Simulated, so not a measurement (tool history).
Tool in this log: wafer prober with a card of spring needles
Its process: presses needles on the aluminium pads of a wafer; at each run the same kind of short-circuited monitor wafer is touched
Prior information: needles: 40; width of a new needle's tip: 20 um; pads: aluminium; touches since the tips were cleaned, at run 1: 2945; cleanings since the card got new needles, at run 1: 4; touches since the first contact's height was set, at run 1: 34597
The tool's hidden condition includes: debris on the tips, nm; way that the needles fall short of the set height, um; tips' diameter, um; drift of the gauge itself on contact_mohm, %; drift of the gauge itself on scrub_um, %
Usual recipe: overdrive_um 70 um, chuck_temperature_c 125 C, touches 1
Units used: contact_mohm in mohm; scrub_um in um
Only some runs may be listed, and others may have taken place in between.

run,hour,overdrive_um,chuck_temperature_c,touches,touches since the tips were cleaned,cleanings since the card got new needles,touches since the first contact's height was set,contact_mohm,scrub_um
1,0,70,125,1,2945,4,34597,323,17.25
# hour 10.3: tips cleaned on abrasive film
2,13.6,70,125,1,1555,5,40880,345,17.19
3,21.1,70,125,1,5018,5,44343,341,17.19
# hour 27.7: tips cleaned on abrasive film
4,35.2,70,125,1,3489,6,50843,331,17.2
# hour 44.1: tips cleaned on abrasive film
5,50.3,70,125,1,2892,7,57794,330,17.14
6,57,70,125,1,6003,7,60905,342,17.14
# hour 60.4: tips cleaned on abrasive film
7,69.3,70,125,1,4134,8,66582,331,17.09
# hour 76.9: tips cleaned on abrasive film
8,77.1,70,125,1,78,9,70131,290,17.08
9,86.8,86,125,1,4579,9,74632,314,21.07
# hour 94: tips cleaned on abrasive film
# hour 94.9: tips cleaned on abrasive film, once more
10,100.9,70,125,3,2792,11,81099,305,17.06
# hour 112.4: tips cleaned on abrasive film
11,113.9,55,125,1,736,12,87093,323,13.3
12,124.8,55,125,1,5748,12,92105,365,13.29
# hour 128.9: tips cleaned on abrasive film
13,138.6,55,125,1,4508,13,98476,366,13.25
# hour 145.1: tips cleaned on abrasive film
14,151.5,76,125,1,2955,14,104410,325,18.43
# hour 161.4: tips cleaned on abrasive film
15,161.4,71,95,2,0,15,108990,282,17.19
16,173.8,71,95,2,5739,15,114729,315,17.13
# hour 177.7: tips cleaned on abrasive film
17,186.1,60,85,3,3886,16,120359,308,14.43
# hour 194.2: tips cleaned on abrasive film
# hour 198.7: height of the first contact set anew
18,200.4,70,87,2,2743,17,785,305,17.37
19,210.3,62,28,1,7298,17,5340,328,15.35
# hour 211.5: tips cleaned on abrasive film
20,217.1,62,28,1,2576,18,8459,318,15.33
# hour 227.6: tips cleaned on abrasive film
21,232.1,62,35,1,2063,19,15379,308,15.34

Alternative continuations, all from the tool just after run 21; predict every row:
A,242.8,70,41,1,7032,19,20348,?,?
B,242.8,54,35,3,7032,19,20348,?,?
C,242.8,62,94,2,7032,19,20348,?,?
D,242.8,70,59,1,7032,19,20348,?,?

run,contact_mohm,scrub_um
A,317,17.32
B,297,13.36
C,321,15.34
D,322,17.32
Without the tool's unlogged condition, the same runs would have read:
run,contact_mohm,scrub_um
A,266,17.35
B,266,13.4
C,285,15.38
D,272,17.36
